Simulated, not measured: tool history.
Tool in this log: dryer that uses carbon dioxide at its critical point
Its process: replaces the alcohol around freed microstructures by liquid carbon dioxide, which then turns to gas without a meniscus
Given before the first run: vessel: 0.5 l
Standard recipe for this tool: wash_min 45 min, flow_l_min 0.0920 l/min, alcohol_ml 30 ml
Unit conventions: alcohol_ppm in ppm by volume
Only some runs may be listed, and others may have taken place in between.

run 1 hour=0.0 | wash_min=45 flow_l_min=0.0920 alcohol_ml=30 | alcohol_ppm=75
run 2 hour=7.8 | wash_min=45 flow_l_min=0.0920 alcohol_ml=30 | alcohol_ppm=74
run 3 hour=14.2 | wash_min=45 flow_l_min=0.0920 alcohol_ml=30 | alcohol_ppm=81
run 4 hour=21.2 | wash_min=45 flow_l_min=0.0692 alcohol_ml=30 | alcohol_ppm=275
run 5 hour=31.2 | wash_min=45 flow_l_min=0.0692 alcohol_ml=30 | alcohol_ppm=284
run 6 hour=43.6 | wash_min=45 flow_l_min=0.0692 alcohol_ml=30 | alcohol_ppm=295
run 7 hour=49.7 | wash_min=45 flow_l_min=0.0692 alcohol_ml=30 | alcohol_ppm=291
run 8 hour=60.9 | wash_min=45 flow_l_min=0.1112 alcohol_ml=30 | alcohol_ppm=46
run 9 hour=67.1 | wash_min=45 flow_l_min=0.1112 alcohol_ml=30 | alcohol_ppm=46
run 10 hour=73.7 | wash_min=45 flow_l_min=0.1112 alcohol_ml=30 | alcohol_ppm=47
run 11 hour=82.2 | wash_min=45 flow_l_min=0.0856 alcohol_ml=30 | alcohol_ppm=118
run 12 hour=91.7 | wash_min=45 flow_l_min=0.0856 alcohol_ml=30 | alcohol_ppm=119
run 13 hour=98.2 | wash_min=45 flow_l_min=0.0856 alcohol_ml=30 | alcohol_ppm=114
run 14 hour=108.1 | wash_min=45 flow_l_min=0.0856 alcohol_ml=30 | alcohol_ppm=120
run 15 hour=114.2 | wash_min=45 flow_l_min=0.0920 alcohol_ml=30 | alcohol_ppm=89
run 16 hour=119.7 | wash_min=45 flow_l_min=0.0920 alcohol_ml=30 | alcohol_ppm=86
run 17 hour=130.6 | wash_min=45 flow_l_min=0.0920 alcohol_ml=30 | alcohol_ppm=77
run 18 hour=139.9 | wash_min=45 flow_l_min=0.0920 alcohol_ml=37 | alcohol_ppm=107
run 19 hour=151.4 | wash_min=45 flow_l_min=0.0920 alcohol_ml=37 | alcohol_ppm=104
run 20 hour=159.6 | wash_min=45 flow_l_min=0.0920 alcohol_ml=30 | alcohol_ppm=99
run 21 hour=171.3 | wash_min=45 flow_l_min=0.0920 alcohol_ml=30 | alcohol_ppm=98
run 22 hour=178.5 | wash_min=45 flow_l_min=0.1361 alcohol_ml=30 | alcohol_ppm=45
run 23 hour=188.0 | wash_min=45 flow_l_min=0.1361 alcohol_ml=30 | alcohol_ppm=56
run 24 hour=198.9 | wash_min=45 flow_l_min=0.1361 alcohol_ml=30 | alcohol_ppm=47
run 25 hour=206.7 | wash_min=45 flow_l_min=0.1457 alcohol_ml=67 | alcohol_ppm=49
run 26 hour=218.7 | wash_min=39 flow_l_min=0.0647 alcohol_ml=87 | alcohol_ppm=2396
run 27 hour=227.2 | wash_min=39 flow_l_min=0.0647 alcohol_ml=87 | alcohol_ppm=2354
run 28 hour=233.2 | wash_min=28 flow_l_min=0.0920 alcohol_ml=30 | alcohol_ppm=828
run 29 hour=243.0 | wash_min=45 flow_l_min=0.0920 alcohol_ml=22 | alcohol_ppm=93
-- hour=248.8 inlet filter changed
run 30 hour=256.2 | wash_min=71 flow_l_min=0.1316 alcohol_ml=62 | alcohol_ppm=65
run 31 hour=265.9 | wash_min=71 flow_l_min=0.1316 alcohol_ml=62 | alcohol_ppm=58
run 32 hour=272.5 | wash_min=45 flow_l_min=0.0647 alcohol_ml=30 | alcohol_ppm=250
run 33 hour=281.4 | wash_min=45 flow_l_min=0.0647 alcohol_ml=30 | alcohol_ppm=256
run 34 hour=287.9 | wash_min=68 flow_l_min=0.0920 alcohol_ml=107 | alcohol_ppm=66
run 35 hour=296.2 | wash_min=68 flow_l_min=0.0920 alcohol_ml=112 | alcohol_ppm=69
run 36 hour=308.5 | wash_min=68 flow_l_min=0.0920 alcohol_ml=112 | alcohol_ppm=65
run 37 hour=317.8 | wash_min=50 flow_l_min=0.1194 alcohol_ml=30 | alcohol_ppm=61
run 38 hour=327.1 | wash_min=36 flow_l_min=0.1194 alcohol_ml=30 | alcohol_ppm=73
run 39 hour=338.8 | wash_min=45 flow_l_min=0.0571 alcohol_ml=91 | alcohol_ppm=1300
run 40 hour=349.2 | wash_min=45 flow_l_min=0.0571 alcohol_ml=91 | alcohol_ppm=1291
run 41 hour=357.9 | wash_min=37 flow_l_min=0.0571 alcohol_ml=74 | alcohol_ppm=2499
run 42 hour=369.9 | wash_min=46 flow_l_min=0.1541 alcohol_ml=86 | alcohol_ppm=67
run 43 hour=376.0 | wash_min=46 flow_l_min=0.1541 alcohol_ml=86 | alcohol_ppm=67
run 44 hour=382.5 | wash_min=43 flow_l_min=0.0920 alcohol_ml=32 | alcohol_ppm=94
run 45 hour=388.1 | wash_min=42 flow_l_min=0.0920 alcohol_ml=30 | alcohol_ppm=102
run 46 hour=394.1 | wash_min=35 flow_l_min=0.1246 alcohol_ml=75 | alcohol_ppm=100
run 47 hour=406.4 | wash_min=35 flow_l_min=0.1246 alcohol_ml=75 | alcohol_ppm=103

Branching from run 47: 4 alternative next runs. What would each branch give?
run A hour=412.7 | wash_min=45 flow_l_min=0.0920 alcohol_ml=30 | alcohol_ppm=?
run B hour=412.7 | wash_min=61 flow_l_min=0.1074 alcohol_ml=30 | alcohol_ppm=?
run C hour=412.7 | wash_min=35 flow_l_min=0.0569 alcohol_ml=80 | alcohol_ppm=?
run D hour=412.7 | wash_min=45 flow_l_min=0.0920 alcohol_ml=34 | alcohol_ppm=?

run=A alcohol_ppm=98
run=B alcohol_ppm=78
run=C alcohol_ppm=3471
run=D alcohol_ppm=92
What these runs would have given with no unlogged condition in the tool:
run=A alcohol_ppm=30
run=B alcohol_ppm=14
run=C alcohol_ppm=3004
run=D alcohol_ppm=24

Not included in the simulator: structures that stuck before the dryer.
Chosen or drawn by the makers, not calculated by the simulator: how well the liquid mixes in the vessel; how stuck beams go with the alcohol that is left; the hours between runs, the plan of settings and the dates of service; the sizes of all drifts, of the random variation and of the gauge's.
